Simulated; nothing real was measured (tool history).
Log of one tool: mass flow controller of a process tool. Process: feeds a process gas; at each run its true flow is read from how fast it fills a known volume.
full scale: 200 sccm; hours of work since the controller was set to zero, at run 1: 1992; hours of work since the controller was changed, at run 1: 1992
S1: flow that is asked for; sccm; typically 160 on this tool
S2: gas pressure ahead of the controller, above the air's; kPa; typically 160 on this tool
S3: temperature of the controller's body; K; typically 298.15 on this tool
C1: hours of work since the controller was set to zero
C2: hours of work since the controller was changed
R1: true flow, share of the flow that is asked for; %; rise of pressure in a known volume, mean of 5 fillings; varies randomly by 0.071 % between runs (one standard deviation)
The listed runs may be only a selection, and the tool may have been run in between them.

run 1 hour=0 | S1=160 S2=160 S3=298.15 | C1=1992 C2=1992 | R1=99.62
run 2 hour=69.1 | S1=160 S2=158 S3=298.15 | C1=2039 C2=2039 | R1=99.61
run 3 hour=149.5 | S1=160 S2=158 S3=298.15 | C1=2094 C2=2094 | R1=99.5
run 4 hour=242.2 | S1=160 S2=158 S3=298.15 | C1=2157 C2=2157 | R1=99.54
run 5 hour=300.3 | S1=160 S2=158 S3=298.15 | C1=2196 C2=2196 | R1=99.51
run 6 hour=359 | S1=160 S2=160 S3=298.15 | C1=2236 C2=2236 | R1=99.51
run 7 hour=420.6 | S1=160 S2=160 S3=298.15 | C1=2278 C2=2278 | R1=99.54
run 8 hour=470.9 | S1=155 S2=160 S3=298.15 | C1=2313 C2=2313 | R1=99.41
run 9 hour=589.6 | S1=160 S2=160 S3=298.15 | C1=2393 C2=2393 | R1=99.38
run 10 hour=660.4 | S1=160 S2=160 S3=309.15 | C1=2442 C2=2442 | R1=98.54
run 11 hour=759.8 | S1=160 S2=160 S3=298.15 | C1=2510 C2=2510 | R1=99.49
run 12 hour=855.5 | S1=160 S2=160 S3=298.15 | C1=2575 C2=2575 | R1=99.47
run 13 hour=938.8 | S1=160 S2=160 S3=298.15 | C1=2632 C2=2632 | R1=99.54
run 14 hour=993.4 | S1=160 S2=160 S3=298.15 | C1=2669 C2=2669 | R1=99.52
run 15 hour=1044.2 | S1=160 S2=160 S3=297.15 | C1=2703 C2=2703 | R1=99.49

Run 16 has not been measured yet. What should we expect?
run 16 hour=1102.1 | S1=160 S2=160 S3=297.15 | C1=2743 C2=2743 | R1=?

Run 16 gave R1 99.7 %.
Minus the tool's unlogged condition, the same run would have read R1 99.85 %.

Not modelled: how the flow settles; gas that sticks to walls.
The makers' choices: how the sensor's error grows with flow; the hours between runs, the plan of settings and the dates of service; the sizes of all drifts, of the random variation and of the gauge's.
